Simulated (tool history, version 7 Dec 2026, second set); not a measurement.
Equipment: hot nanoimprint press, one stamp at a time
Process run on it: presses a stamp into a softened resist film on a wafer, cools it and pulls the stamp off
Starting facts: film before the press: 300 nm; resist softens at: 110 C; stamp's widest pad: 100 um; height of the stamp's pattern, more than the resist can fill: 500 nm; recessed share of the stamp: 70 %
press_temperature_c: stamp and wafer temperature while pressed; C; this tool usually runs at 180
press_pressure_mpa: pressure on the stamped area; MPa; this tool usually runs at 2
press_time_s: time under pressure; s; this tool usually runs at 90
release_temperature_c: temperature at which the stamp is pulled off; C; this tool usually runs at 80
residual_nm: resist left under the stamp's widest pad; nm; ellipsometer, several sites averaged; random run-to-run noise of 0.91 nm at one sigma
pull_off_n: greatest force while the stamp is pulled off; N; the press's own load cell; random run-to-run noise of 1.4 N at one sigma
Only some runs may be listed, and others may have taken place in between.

run,day,press_temperature_c,press_pressure_mpa,press_time_s,release_temperature_c,residual_nm,pull_off_n
1,0,180,2,90,80,127.5,117
2,0.55,180,2,90,85,127.3,111
3,0.946,180,2.17,90,85,122.6,112
4,1.346,180,2.17,90,85,122.1,110
5,2.096,180,2.17,90,85,122.4,114
6,2.492,180,2.16,90,80,122.8,115
7,2.921,180,2.16,90,80,121.4,119
8,3.417,180,1.59,90,80,141.5,116
# day 3.971: stamp cleaned and given a new release coat
9,4.012,180,2,90,70,126.7,122
10,4.467,180,2,58,80,149.7,117
11,5.033,180,2.34,90,80,116.1,116
12,5.621,180,2.34,90,80,117.6,115
13,6.108,180,2.34,90,80,118.5,117
14,6.846,180,2,56,80,152.1,117
15,7.267,180,2,90,73,126.5,124
16,8.017,184,2.04,151,82,83.6,113
17,8.704,180,1.68,90,77,137.8,119
18,9.204,180,1.68,90,77,138.3,118
# day 9.775: stamp cleaned and given a new release coat
19,10.208,180,1.68,90,77,137.6,119
20,10.788,183,1.32,53,77,162,119
21,11.346,183,1.32,53,77,160.4,119
22,12.075,176,2.32,90,80,146.1,116
23,12.733,178,3.14,99,81,109.7,116
24,13.108,177,1.96,48,80,181.9,118

Consider 5 possible next runs. They are alternatives, not a sequence: every one starts from the tool as it was left by run 24. What does each give?
A,13.479,177,1.96,147,80,?,?
B,13.479,180,1.67,90,71,?,?
C,13.479,186,1.96,145,81,?,?
D,13.479,190,2,98,67,?,?
E,13.479,177,2.85,48,84,?,?

run,residual_nm,pull_off_n
A,123.5,118
B,137,122
C,78.3,117
D,73.2,126
E,156.4,114
Without the tool's hidden state the same runs would have given:
run,residual_nm,pull_off_n
A,124.2,118
B,137.7,122
C,78.7,117
D,73.6,126
E,157.1,114
